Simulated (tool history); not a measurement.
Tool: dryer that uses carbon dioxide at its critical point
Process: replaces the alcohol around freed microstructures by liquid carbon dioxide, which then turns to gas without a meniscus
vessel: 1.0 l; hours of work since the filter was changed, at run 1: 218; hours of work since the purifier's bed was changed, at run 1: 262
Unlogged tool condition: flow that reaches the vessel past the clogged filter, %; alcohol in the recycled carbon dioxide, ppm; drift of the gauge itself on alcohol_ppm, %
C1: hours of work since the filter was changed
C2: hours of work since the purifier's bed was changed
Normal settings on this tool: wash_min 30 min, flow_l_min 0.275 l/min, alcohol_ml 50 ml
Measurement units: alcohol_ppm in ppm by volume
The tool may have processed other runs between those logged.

run 1 day=0 | wash_min=30 flow_l_min=0.275 alcohol_ml=50 | C1=218 C2=262 | alcohol_ppm=115
run 2 day=1.667 | wash_min=30 flow_l_min=0.275 alcohol_ml=50 | C1=239 C2=283 | alcohol_ppm=115
run 3 day=2.846 | wash_min=30 flow_l_min=0.22 alcohol_ml=50 | C1=254 C2=298 | alcohol_ppm=359
run 4 day=4.483 | wash_min=30 flow_l_min=0.414 alcohol_ml=50 | C1=274 C2=318 | alcohol_ppm=29
run 5 day=6.271 | wash_min=35 flow_l_min=0.414 alcohol_ml=50 | C1=296 C2=341 | alcohol_ppm=36
run 6 day=7.275 | wash_min=35 flow_l_min=0.414 alcohol_ml=50 | C1=309 C2=353 | alcohol_ppm=30
run 7 day=8.983 | wash_min=35 flow_l_min=0.414 alcohol_ml=50 | C1=330 C2=375 | alcohol_ppm=36
run 8 day=9.917 | wash_min=35 flow_l_min=0.414 alcohol_ml=50 | C1=342 C2=386 | alcohol_ppm=40
run 9 day=11.779 | wash_min=30 flow_l_min=0.275 alcohol_ml=40 | C1=366 C2=410 | alcohol_ppm=115
run 10 day=13.125 | wash_min=30 flow_l_min=0.275 alcohol_ml=40 | C1=382 C2=426 | alcohol_ppm=121
run 11 day=14.946 | wash_min=30 flow_l_min=0.275 alcohol_ml=50 | C1=405 C2=449 | alcohol_ppm=133
run 12 day=16.271 | wash_min=30 flow_l_min=0.275 alcohol_ml=50 | C1=422 C2=466 | alcohol_ppm=142
run 13 day=17.704 | wash_min=30 flow_l_min=0.275 alcohol_ml=50 | C1=440 C2=484 | alcohol_ppm=153
run 14 day=19.521 | wash_min=30 flow_l_min=0.275 alcohol_ml=50 | C1=463 C2=507 | alcohol_ppm=151
run 15 day=20.475 | wash_min=42 flow_l_min=0.275 alcohol_ml=50 | C1=475 C2=519 | alcohol_ppm=62
-- day=21.375 inlet filter changed
run 16 day=21.917 | wash_min=30 flow_l_min=0.167 alcohol_ml=50 | C1=7 C2=536 | alcohol_ppm=994
run 17 day=22.812 | wash_min=30 flow_l_min=0.275 alcohol_ml=32 | C1=18 C2=547 | alcohol_ppm=94
run 18 day=24.179 | wash_min=30 flow_l_min=0.275 alcohol_ml=50 | C1=35 C2=565 | alcohol_ppm=129
run 19 day=25.442 | wash_min=30 flow_l_min=0.228 alcohol_ml=50 | C1=51 C2=580 | alcohol_ppm=291
run 20 day=27.158 | wash_min=30 flow_l_min=0.228 alcohol_ml=50 | C1=73 C2=602 | alcohol_ppm=289
run 21 day=27.946 | wash_min=30 flow_l_min=0.228 alcohol_ml=50 | C1=82 C2=612 | alcohol_ppm=281
run 22 day=28.883 | wash_min=30 flow_l_min=0.228 alcohol_ml=50 | C1=94 C2=624 | alcohol_ppm=290
run 23 day=30.775 | wash_min=21 flow_l_min=0.355 alcohol_ml=50 | C1=118 C2=647 | alcohol_ppm=211
run 24 day=32.204 | wash_min=30 flow_l_min=0.298 alcohol_ml=68 | C1=136 C2=665 | alcohol_ppm=128
run 25 day=33.825 | wash_min=30 flow_l_min=0.298 alcohol_ml=68 | C1=156 C2=685 | alcohol_ppm=134
run 26 day=35.35 | wash_min=29 flow_l_min=0.298 alcohol_ml=68 | C1=175 C2=705 | alcohol_ppm=157
run 27 day=36.321 | wash_min=48 flow_l_min=0.289 alcohol_ml=34 | C1=187 C2=717 | alcohol_ppm=68
run 28 day=37.633 | wash_min=36 flow_l_min=0.249 alcohol_ml=63 | C1=204 C2=733 | alcohol_ppm=134
run 29 day=38.696 | wash_min=36 flow_l_min=0.249 alcohol_ml=63 | C1=217 C2=747 | alcohol_ppm=133
run 30 day=39.617 | wash_min=21 flow_l_min=0.423 alcohol_ml=98 | C1=229 C2=758 | alcohol_ppm=169
run 31 day=41.258 | wash_min=21 flow_l_min=0.423 alcohol_ml=30 | C1=249 C2=779 | alcohol_ppm=102
run 32 day=42.9 | wash_min=37 flow_l_min=0.275 alcohol_ml=29 | C1=270 C2=799 | alcohol_ppm=82
run 33 day=44.054 | wash_min=37 flow_l_min=0.275 alcohol_ml=29 | C1=284 C2=814 | alcohol_ppm=88
run 34 day=45.45 | wash_min=44 flow_l_min=0.237 alcohol_ml=62 | C1=302 C2=831 | alcohol_ppm=78
run 35 day=46.796 | wash_min=46 flow_l_min=0.442 alcohol_ml=50 | C1=319 C2=848 | alcohol_ppm=72
run 36 day=48.158 | wash_min=23 flow_l_min=0.275 alcohol_ml=20 | C1=336 C2=865 | alcohol_ppm=240
run 37 day=49.45 | wash_min=23 flow_l_min=0.275 alcohol_ml=20 | C1=352 C2=881 | alcohol_ppm=250
run 38 day=50.488 | wash_min=30 flow_l_min=0.275 alcohol_ml=21 | C1=365 C2=894 | alcohol_ppm=111
run 39 day=51.892 | wash_min=30 flow_l_min=0.275 alcohol_ml=21 | C1=383 C2=912 | alcohol_ppm=117
run 40 day=52.9 | wash_min=30 flow_l_min=0.275 alcohol_ml=21 | C1=395 C2=925 | alcohol_ppm=127
-- day=54.504 purifier's bed changed
run 41 day=54.604 | wash_min=30 flow_l_min=0.275 alcohol_ml=24 | C1=415 C2=1 | alcohol_ppm=57
run 42 day=55.908 | wash_min=30 flow_l_min=0.275 alcohol_ml=24 | C1=431 C2=18 | alcohol_ppm=54
run 43 day=57.488 | wash_min=19 flow_l_min=0.22 alcohol_ml=50 | C1=451 C2=37 | alcohol_ppm=2157

3 options for the next run, each taken on its own from the tool as it stands now. Forecast them:
run A day=59.146 | wash_min=20 flow_l_min=0.167 alcohol_ml=39 | C1=472 C2=58 | alcohol_ppm=?
run B day=59.146 | wash_min=30 flow_l_min=0.275 alcohol_ml=51 | C1=472 C2=58 | alcohol_ppm=?
run C day=59.146 | wash_min=20 flow_l_min=0.22 alcohol_ml=50 | C1=472 C2=58 | alcohol_ppm=?

run=A alcohol_ppm=3193
run=B alcohol_ppm=113
run=C alcohol_ppm=1859
Without the tool's hidden state the same runs would have given:
run=A alcohol_ppm=2770
run=B alcohol_ppm=77
run=C alcohol_ppm=1542
